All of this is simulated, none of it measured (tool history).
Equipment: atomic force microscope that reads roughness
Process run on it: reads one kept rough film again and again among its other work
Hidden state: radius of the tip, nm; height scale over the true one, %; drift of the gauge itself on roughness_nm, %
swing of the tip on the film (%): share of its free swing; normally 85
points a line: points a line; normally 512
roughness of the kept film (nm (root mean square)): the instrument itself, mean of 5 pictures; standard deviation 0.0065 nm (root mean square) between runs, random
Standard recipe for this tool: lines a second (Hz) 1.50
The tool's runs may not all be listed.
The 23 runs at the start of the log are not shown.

run	hour	lines a second (Hz)	swing of the tip on the film (%)	points a line	pictures with this tip	hours of work since the height scale was calibrated	roughness of the kept film (nm (root mean square))
24	559.6	1.50	62	512	209	706	1.199
25	589.6	1.50	62	512	237	720	1.168
# hour 609.4: new tip fitted
26	620.8	2.05	64	437	11	735	1.360
27	650.0	2.08	63	295	38	749	1.345
28	666.1	2.08	63	295	53	756	1.308
29	680.4	2.76	82	512	66	763	1.139
30	709.6	1.98	78	272	94	776	1.191
31	727.5	1.98	78	623	110	785	1.193
32	750.7	1.98	78	623	132	796	1.173
33	783.5	1.19	63	512	162	811	1.257
34	816.9	1.19	63	512	194	827	1.221
35	839.7	1.19	63	512	215	837	1.201
36	858.5	3.20	81	512	232	846	0.984
# hour 883.0: new tip fitted
37	885.9	3.23	85	952	2	859	1.115
38	917.0	3.23	85	952	31	873	1.103
39	939.4	1.29	57	512	52	884	1.389
40	958.3	1.31	85	512	70	893	1.235
41	973.1	1.31	85	512	84	900	1.218
42	1001.9	0.72	67	416	110	913	1.314
43	1029.1	1.37	89	512	136	926	1.137
44	1046.2	1.37	89	512	152	934	1.127
45	1076.1	1.37	89	512	180	948	1.115
46	1109.8	1.37	89	512	211	964	1.082
47	1123.4	0.63	83	512	224	970	1.182

Below are 3 alternative next runs, each starting from the tool's condition after run 47. Predict each:
A	1154.9	0.63	83	311	253	985	?
B	1154.9	1.46	85	459	253	985	?
C	1154.9	1.50	83	512	253	985	?

run	roughness of the kept film (nm (root mean square))
A	1.144
B	1.065
C	1.077
Without the tool's unlogged condition, the same runs would have read:
run	roughness of the kept film (nm (root mean square))
A	1.383
B	1.288
C	1.301

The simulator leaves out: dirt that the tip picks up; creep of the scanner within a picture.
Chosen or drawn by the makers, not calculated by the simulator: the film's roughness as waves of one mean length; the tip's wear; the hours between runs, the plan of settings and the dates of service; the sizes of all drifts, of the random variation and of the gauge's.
